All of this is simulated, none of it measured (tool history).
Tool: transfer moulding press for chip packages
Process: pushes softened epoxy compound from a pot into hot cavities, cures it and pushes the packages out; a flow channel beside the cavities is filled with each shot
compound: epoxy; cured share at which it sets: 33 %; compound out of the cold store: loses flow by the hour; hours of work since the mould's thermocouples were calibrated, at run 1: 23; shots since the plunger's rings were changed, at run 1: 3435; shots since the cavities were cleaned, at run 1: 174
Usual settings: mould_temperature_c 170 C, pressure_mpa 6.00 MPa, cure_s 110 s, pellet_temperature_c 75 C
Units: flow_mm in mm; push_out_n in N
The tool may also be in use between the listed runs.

run	hour	mould_temperature_c	pressure_mpa	cure_s	pellet_temperature_c	hours of work since the mould's thermocouples were calibrated	shots since the plunger's rings were changed	shots since the cavities were cleaned	incoming compound's hours out of the cold store	flow_mm	push_out_n
1	0.0	170	6.00	110	75	23	3435	174	20.2	644	593
2	25.1	170	6.00	110	79	37	3640	379	25.8	621	637
3	66.6	170	6.00	110	75	59	3978	717	34.3	598	712
# hour 71.0: cavities cleaned with cleaning compound and waxed
# hour 79.1: plunger's sealing rings changed
4	105.9	170	6.00	110	75	77	219	265	18.7	665	614
5	142.3	170	6.00	110	75	97	515	561	17.2	662	694
# hour 164.1: cavities cleaned with cleaning compound and waxed
6	164.1	170	6.00	100	75	108	681	0	38.6	612	569
7	196.4	170	6.00	100	75	125	945	264	10.0	678	729
8	233.6	165	6.00	100	75	145	1248	567	31.9	633	1136
# hour 256.2: cavities cleaned with cleaning compound and waxed
9	264.2	165	6.00	100	75	160	1485	65	20.9	670	864
10	300.9	167	6.00	100	75	180	1784	364	8.1	684	919
# hour 304.8: mould's thermocouples calibrated
11	339.1	167	7.19	107	75	18	2080	660	10.2	729	842
# hour 349.1: cavities cleaned with cleaning compound and waxed
12	366.0	172	6.09	110	72	32	2287	138	24.3	626	525
13	386.4	173	6.00	110	75	43	2454	305	8.4	664	575
14	405.1	170	6.48	110	75	53	2606	457	43.1	611	640
15	427.8	162	4.78	108	75	65	2791	642	29.2	576	1207
# hour 439.2: cavities cleaned with cleaning compound and waxed
16	454.9	174	5.78	110	75	78	3000	128	44.6	560	524
17	490.9	174	5.78	110	75	97	3294	422	25.7	593	600
# hour 498.2: mould's thermocouples calibrated, once more
# hour 531.3: cavities cleaned with cleaning compound and waxed
18	533.2	170	5.67	110	75	18	3611	16	41.4	569	523
19	566.5	170	6.09	110	75	36	3882	287	26.2	619	647

Hidden state or all else? Some run-to-run changes of flow_mm, split into what the settings, what came in and random variation would give without the hidden state, and what is left for the hidden state (with any gauge scatter that isn't in both results):
The hidden state here: true mould temperature over the reading, C; pressure that reaches the compound, % of what is set; grip of the stained cavities, % over clean ones'; drift of the gauge itself on flow_mm, %; drift of the gauge itself on push_out_n, %.
Run 3 -> 4: cavities cleaned with cleaning compound and waxed, plunger's sealing rings changed. flow_mm +67 mm: hidden state +27, all else +40.
Run 11 -> 12: mould_temperature_c 167 -> 172, pressure_mpa 7.19 -> 6.09, cure_s 107 -> 110, pellet_temperature_c 75 -> 72, cavities cleaned with cleaning compound and waxed. flow_mm -103 mm: hidden state +2, all else -105.
